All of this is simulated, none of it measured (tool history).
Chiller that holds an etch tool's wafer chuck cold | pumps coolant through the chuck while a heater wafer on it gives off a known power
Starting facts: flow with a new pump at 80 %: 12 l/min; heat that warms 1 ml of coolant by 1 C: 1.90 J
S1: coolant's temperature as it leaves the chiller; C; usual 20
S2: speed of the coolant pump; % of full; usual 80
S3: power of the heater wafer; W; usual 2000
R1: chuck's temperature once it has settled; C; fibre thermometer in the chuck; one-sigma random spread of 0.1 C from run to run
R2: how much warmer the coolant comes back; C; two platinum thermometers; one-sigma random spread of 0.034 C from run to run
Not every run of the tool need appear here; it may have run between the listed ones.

{"run": 1, "hour": 0.0, "S1": 20, "S2": 80, "S3": 2000, "R1": 38.1, "R2": 5.7}
{"run": 2, "hour": 126.9, "S1": 20, "S2": 80, "S3": 2000, "R1": 38.3, "R2": 5.75}
{"run": 3, "hour": 261.8, "S1": 20, "S2": 92, "S3": 2000, "R1": 36.0, "R2": 4.98}
{"run": 4, "hour": 448.2, "S1": 20, "S2": 92, "S3": 1152, "R1": 29.1, "R2": 2.9}
{"run": 5, "hour": 590.0, "S1": 12, "S2": 92, "S3": 1152, "R1": 21.2, "R2": 2.89}
{"run": 6, "hour": 702.6, "S1": 20, "S2": 80, "S3": 2000, "R1": 38.3, "R2": 5.86}
{"run": 7, "hour": 824.7, "S1": 20, "S2": 80, "S3": 2000, "R1": 38.2, "R2": 5.8}
{"run": 8, "hour": 979.8, "S1": 20, "S2": 80, "S3": 1352, "R1": 32.5, "R2": 3.91}
{"run": 9, "hour": 1143.5, "S1": 20, "S2": 80, "S3": 1352, "R1": 32.5, "R2": 3.98}
{"run": 10, "hour": 1277.8, "S1": 20, "S2": 80, "S3": 1352, "R1": 32.5, "R2": 4.0}
{"run": 11, "hour": 1374.6, "S1": 20, "S2": 80, "S3": 2000, "R1": 38.5, "R2": 5.9}
{"run": 12, "hour": 1495.7, "S1": 20, "S2": 67, "S3": 2000, "R1": 41.8, "R2": 7.03}
{"run": 13, "hour": 1678.5, "S1": 20, "S2": 67, "S3": 2000, "R1": 42.1, "R2": 7.09}
{"run": 14, "hour": 1828.9, "S1": 20, "S2": 67, "S3": 2000, "R1": 42.0, "R2": 7.16}
{"run": 15, "hour": 1969.4, "S1": 20, "S2": 67, "S3": 2000, "R1": 42.0, "R2": 7.13}
{"hour": 1983.8, "done": "chiller's thermometer calibrated"}
{"run": 16, "hour": 2093.2, "S1": 20, "S2": 67, "S3": 2000, "R1": 42.5, "R2": 7.18}
{"hour": 2109.5, "done": "coolant pump overhauled"}
{"run": 17, "hour": 2220.2, "S1": 20, "S2": 86, "S3": 1525, "R1": 34.0, "R2": 4.29}
{"run": 18, "hour": 2341.1, "S1": 20, "S2": 86, "S3": 1525, "R1": 34.1, "R2": 4.2}
{"run": 19, "hour": 2465.6, "S1": 22, "S2": 78, "S3": 2000, "R1": 42.2, "R2": 6.2}
{"run": 20, "hour": 2583.9, "S1": 11, "S2": 78, "S3": 1721, "R1": 28.3, "R2": 5.39}
{"run": 21, "hour": 2666.6, "S1": 11, "S2": 78, "S3": 1721, "R1": 28.4, "R2": 5.43}
{"run": 22, "hour": 2780.7, "S1": 11, "S2": 78, "S3": 1721, "R1": 28.5, "R2": 5.39}
{"run": 23, "hour": 2966.3, "S1": 11, "S2": 78, "S3": 1721, "R1": 28.5, "R2": 5.41}
{"run": 24, "hour": 3084.8, "S1": 11, "S2": 78, "S3": 1721, "R1": 28.6, "R2": 5.47}
{"hour": 3222.4, "done": "coolant pump overhauled, once more"}
{"run": 25, "hour": 3256.3, "S1": 22, "S2": 85, "S3": 2327, "R1": 41.3, "R2": 5.75}
{"run": 26, "hour": 3339.4, "S1": 22, "S2": 89, "S3": 2327, "R1": 40.6, "R2": 5.42}
{"run": 27, "hour": 3423.2, "S1": 22, "S2": 89, "S3": 2327, "R1": 40.6, "R2": 5.44}
{"hour": 3487.2, "done": "coolant changed, channels flushed"}
{"run": 28, "hour": 3585.0, "S1": 20, "S2": 98, "S3": 1611, "R1": 30.8, "R2": 3.41}
{"run": 29, "hour": 3744.6, "S1": 20, "S2": 98, "S3": 1611, "R1": 31.2, "R2": 3.4}
{"run": 30, "hour": 3857.4, "S1": 26, "S2": 88, "S3": 1611, "R1": 38.0, "R2": 3.85}

Run by run, hidden condition taken away, random variation retained:
The hidden state here: heat passed by the chuck's channels, % of clean ones'; flow at a given pump speed, % of a new pump's; coolant's true temperature over the reading, C; drift of the gauge itself on chuck_c, C; drift of the gauge itself on warmer_back_c, C.
run=1 R1=36.5 R2=5.21
run=2 R1=36.6 R2=5.25
run=3 R1=34.5 R2=4.54
run=4 R1=28.4 R2=2.64
run=5 R1=20.4 R2=2.62
run=6 R1=36.4 R2=5.31
run=7 R1=36.2 R2=5.24
run=8 R1=31.3 R2=3.52
run=9 R1=31.2 R2=3.58
run=10 R1=31.3 R2=3.60
run=11 R1=36.4 R2=5.29
run=12 R1=39.2 R2=6.29
run=13 R1=39.4 R2=6.33
run=14 R1=39.3 R2=6.38
run=15 R1=39.2 R2=6.34
run=16 R1=39.2 R2=6.38
run=17 R1=31.7 R2=3.73
run=18 R1=31.8 R2=3.63
run=19 R1=38.8 R2=5.37
run=20 R1=25.4 R2=4.66
run=21 R1=25.5 R2=4.70
run=22 R1=25.5 R2=4.65
run=23 R1=25.4 R2=4.65
run=24 R1=25.5 R2=4.70
run=25 R1=40.1 R2=5.79
run=26 R1=39.4 R2=5.45
run=27 R1=39.4 R2=5.47
run=28 R1=31.0 R2=3.42
run=29 R1=31.4 R2=3.41
run=30 R1=38.1 R2=3.84
